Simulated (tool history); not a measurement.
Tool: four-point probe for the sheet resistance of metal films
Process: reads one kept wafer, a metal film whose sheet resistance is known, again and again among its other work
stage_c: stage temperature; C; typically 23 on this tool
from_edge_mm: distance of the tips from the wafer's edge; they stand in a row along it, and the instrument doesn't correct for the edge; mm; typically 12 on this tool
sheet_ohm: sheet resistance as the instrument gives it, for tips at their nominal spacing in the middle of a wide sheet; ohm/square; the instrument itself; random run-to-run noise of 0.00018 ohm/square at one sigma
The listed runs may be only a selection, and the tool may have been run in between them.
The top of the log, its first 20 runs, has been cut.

run,hour,stage_c,from_edge_mm,touches since the probe head was changed,hours of work since the stage's thermometer was calibrated,sheet_ohm
21,553.8,23,12,25012,635,0.919288
22,584.4,23,12,26528,654,0.919827
23,616.9,31,5,28138,674,0.933515
24,651.9,19,47,29876,696,0.917916
25,686.2,19,47,31577,717,0.917933
26,721.4,22,12,33319,739,0.920246
27,752.4,23,8,34857,758,0.924723
28,778.0,23,8,36129,774,0.924944
29,794.9,31,19,36967,784,0.916559
30,818.6,31,19,38140,799,0.916560
31,852.1,31,19,39800,820,0.916685
32,880.8,31,19,41226,838,0.917038
33,898.2,19,4,42086,848,0.948499
34,922.5,22,60,43290,863,0.918143
35,938.1,32,4,44066,873,0.945425
36,973.9,33,55,45843,895,0.915747
37,1003.9,18,32,47330,914,0.919868
38,1041.4,18,32,49188,937,0.920278
39,1058.9,30,55,50057,948,0.916801
40,1090.0,20,34,51596,967,0.919847
41,1127.7,20,34,53468,991,0.919550
42,1146.9,20,34,54417,1002,0.920193
43,1184.7,20,34,56293,1026,0.920175
44,1219.7,23,4,58031,1048,0.949002

Here are 4 independent what-if runs from the current tool condition. What would each one return?
A,1251.1,23,15,59588,1067,?
B,1251.1,26,7,59588,1067,?
C,1251.1,23,43,59588,1067,?
D,1251.1,23,16,59588,1067,?

run,sheet_ohm
A,0.921524
B,0.929066
C,0.919292
D,0.921499
The same runs, with their run-to-run variation unchanged, on a tool lacking any hidden condition would have given:
run,sheet_ohm
A,0.917763
B,0.925273
C,0.915539
D,0.917738

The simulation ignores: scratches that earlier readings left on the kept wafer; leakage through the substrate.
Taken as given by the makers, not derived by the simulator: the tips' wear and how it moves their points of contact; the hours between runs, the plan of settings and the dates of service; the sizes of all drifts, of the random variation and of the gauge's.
